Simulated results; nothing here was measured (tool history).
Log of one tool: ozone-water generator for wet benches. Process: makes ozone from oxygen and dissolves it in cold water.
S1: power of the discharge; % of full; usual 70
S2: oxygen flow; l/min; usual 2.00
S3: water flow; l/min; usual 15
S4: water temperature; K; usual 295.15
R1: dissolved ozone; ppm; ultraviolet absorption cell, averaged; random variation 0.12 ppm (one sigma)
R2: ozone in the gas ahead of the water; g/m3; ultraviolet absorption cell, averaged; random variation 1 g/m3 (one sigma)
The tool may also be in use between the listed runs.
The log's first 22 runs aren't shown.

run,day,S1,S2,S3,S4,R1,R2
23,19.400,71,2.96,12,290.15,19.8,153.0
24,20.438,70,2.00,15,296.15,13.9,177.5
25,21.562,70,2.00,15,296.15,14.1,176.5
26,22.596,72,1.53,11,288.15,18.7,198.7
27,23.233,70,1.63,15,295.15,13.3,191.2
28,24.042,70,1.63,15,295.15,13.5,189.7
29,24.792,84,2.00,15,295.15,15.7,190.9
30,25.358,84,2.00,15,295.15,15.7,190.8
31,26.000,70,1.21,15,298.15,11.7,212.5
32,27.200,70,2.00,23,296.15,9.4,174.8

5 ways to go on from here, each from the tool as it stands after run 32. What would each give?
A,28.108,58,2.00,11,288.15,?,?
B,28.108,47,2.00,23,296.15,?,?
C,28.108,70,2.00,9,295.15,?,?
D,28.108,70,2.00,15,292.15,?,?
E,28.108,52,2.14,15,295.15,?,?

run,R1,R2
A,18.1,156.7
B,7.5,139.9
C,21.2,172.4
D,14.7,173.7
E,12.2,144.3
Without the tool's hidden state the same runs would have given:
run,R1,R2
A,18.2,165.3
B,7.5,147.6
C,21.2,181.9
D,14.7,183.3
E,12.2,152.3

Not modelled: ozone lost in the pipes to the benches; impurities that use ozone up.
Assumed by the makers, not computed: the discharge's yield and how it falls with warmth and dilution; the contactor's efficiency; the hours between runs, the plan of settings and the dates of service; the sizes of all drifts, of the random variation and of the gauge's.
